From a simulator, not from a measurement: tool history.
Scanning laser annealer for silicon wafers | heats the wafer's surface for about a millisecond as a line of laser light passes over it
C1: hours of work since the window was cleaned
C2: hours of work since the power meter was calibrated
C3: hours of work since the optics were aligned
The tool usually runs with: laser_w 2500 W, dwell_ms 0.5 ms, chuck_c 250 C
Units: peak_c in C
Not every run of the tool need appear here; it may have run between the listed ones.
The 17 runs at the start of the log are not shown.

{"run": 18, "hour": 1093.9, "laser_w": 2500, "dwell_ms": 0.424, "chuck_c": 250, "C1": 233, "C2": 3135, "C3": 1584, "peak_c": 987}
{"run": 19, "hour": 1129.7, "laser_w": 2500, "dwell_ms": 0.358, "chuck_c": 250, "C1": 259, "C2": 3160, "C3": 1610, "peak_c": 919}
{"hour": 1142.4, "done": "optics aligned, line set to its width"}
{"run": 20, "hour": 1182.2, "laser_w": 2500, "dwell_ms": 0.358, "chuck_c": 250, "C1": 293, "C2": 3194, "C3": 28, "peak_c": 920}
{"run": 21, "hour": 1263.8, "laser_w": 2500, "dwell_ms": 0.358, "chuck_c": 250, "C1": 351, "C2": 3252, "C3": 86, "peak_c": 918}
{"run": 22, "hour": 1344.2, "laser_w": 2169, "dwell_ms": 0.5, "chuck_c": 237, "C1": 408, "C2": 3309, "C3": 144, "peak_c": 917}
{"hour": 1391.3, "done": "window over the wafer cleaned"}
{"run": 23, "hour": 1403.4, "laser_w": 2195, "dwell_ms": 0.52, "chuck_c": 215, "C1": 9, "C2": 3350, "C3": 184, "peak_c": 946}
{"run": 24, "hour": 1446.8, "laser_w": 2431, "dwell_ms": 0.606, "chuck_c": 247, "C1": 39, "C2": 3381, "C3": 215, "peak_c": 1138}
{"run": 25, "hour": 1498.1, "laser_w": 2431, "dwell_ms": 0.606, "chuck_c": 247, "C1": 76, "C2": 3417, "C3": 252, "peak_c": 1135}
{"run": 26, "hour": 1553.3, "laser_w": 2737, "dwell_ms": 0.598, "chuck_c": 250, "C1": 115, "C2": 3456, "C3": 291, "peak_c": 1258}
{"run": 27, "hour": 1625.8, "laser_w": 2279, "dwell_ms": 0.424, "chuck_c": 218, "C1": 167, "C2": 3508, "C3": 342, "peak_c": 887}
{"run": 28, "hour": 1709.7, "laser_w": 2200, "dwell_ms": 0.424, "chuck_c": 273, "C1": 226, "C2": 3568, "C3": 402, "peak_c": 915}
{"run": 29, "hour": 1756.1, "laser_w": 2200, "dwell_ms": 0.424, "chuck_c": 273, "C1": 259, "C2": 3601, "C3": 435, "peak_c": 910}
{"run": 30, "hour": 1820.2, "laser_w": 2151, "dwell_ms": 0.5, "chuck_c": 250, "C1": 305, "C2": 3646, "C3": 481, "peak_c": 928}
{"run": 31, "hour": 1900.6, "laser_w": 2151, "dwell_ms": 0.5, "chuck_c": 250, "C1": 362, "C2": 3704, "C3": 538, "peak_c": 925}
{"run": 32, "hour": 1983.4, "laser_w": 2151, "dwell_ms": 0.5, "chuck_c": 250, "C1": 421, "C2": 3762, "C3": 597, "peak_c": 922}
{"hour": 2011.4, "done": "window over the wafer cleaned"}
{"run": 33, "hour": 2065.4, "laser_w": 2661, "dwell_ms": 0.5, "chuck_c": 267, "C1": 38, "C2": 3819, "C3": 654, "peak_c": 1152}
{"run": 34, "hour": 2122.6, "laser_w": 2661, "dwell_ms": 0.573, "chuck_c": 257, "C1": 79, "C2": 3860, "C3": 694, "peak_c": 1210}
{"run": 35, "hour": 2191.5, "laser_w": 2722, "dwell_ms": 0.556, "chuck_c": 221, "C1": 128, "C2": 3909, "C3": 743, "peak_c": 1178}
{"run": 36, "hour": 2234.1, "laser_w": 2414, "dwell_ms": 0.351, "chuck_c": 248, "C1": 158, "C2": 3939, "C3": 774, "peak_c": 891}
{"run": 37, "hour": 2279.4, "laser_w": 2511, "dwell_ms": 0.453, "chuck_c": 286, "C1": 191, "C2": 3972, "C3": 806, "peak_c": 1064}
{"run": 38, "hour": 2337.8, "laser_w": 2511, "dwell_ms": 0.453, "chuck_c": 286, "C1": 232, "C2": 4013, "C3": 848, "peak_c": 1055}
{"run": 39, "hour": 2421.9, "laser_w": 2511, "dwell_ms": 0.48, "chuck_c": 222, "C1": 292, "C2": 4073, "C3": 907, "peak_c": 1014}
{"run": 40, "hour": 2501.4, "laser_w": 2275, "dwell_ms": 0.367, "chuck_c": 266, "C1": 349, "C2": 4129, "C3": 964, "peak_c": 868}
{"run": 41, "hour": 2577.2, "laser_w": 2135, "dwell_ms": 0.435, "chuck_c": 233, "C1": 402, "C2": 4183, "C3": 1018, "peak_c": 847}

4 options for the next run, each taken on its own from the tool as it stands now. Forecast them:
{"run": "A", "hour": 2617.9, "laser_w": 2500, "dwell_ms": 0.519, "chuck_c": 250, "C1": 431, "C2": 4212, "C3": 1047, "peak_c": "?"}
{"run": "B", "hour": 2617.9, "laser_w": 2135, "dwell_ms": 0.397, "chuck_c": 233, "C1": 431, "C2": 4212, "C3": 1047, "peak_c": "?"}
{"run": "C", "hour": 2617.9, "laser_w": 2463, "dwell_ms": 0.442, "chuck_c": 226, "C1": 431, "C2": 4212, "C3": 1047, "peak_c": "?"}
{"run": "D", "hour": 2617.9, "laser_w": 2736, "dwell_ms": 0.5, "chuck_c": 250, "C1": 431, "C2": 4212, "C3": 1047, "peak_c": "?"}

run=A peak_c=1058
run=B peak_c=813
run=C peak_c=954
run=D peak_c=1132
With no hidden state in the tool, these same runs would have given:
run=A peak_c=1105
run=B peak_c=847
run=C peak_c=996
run=D peak_c=1183
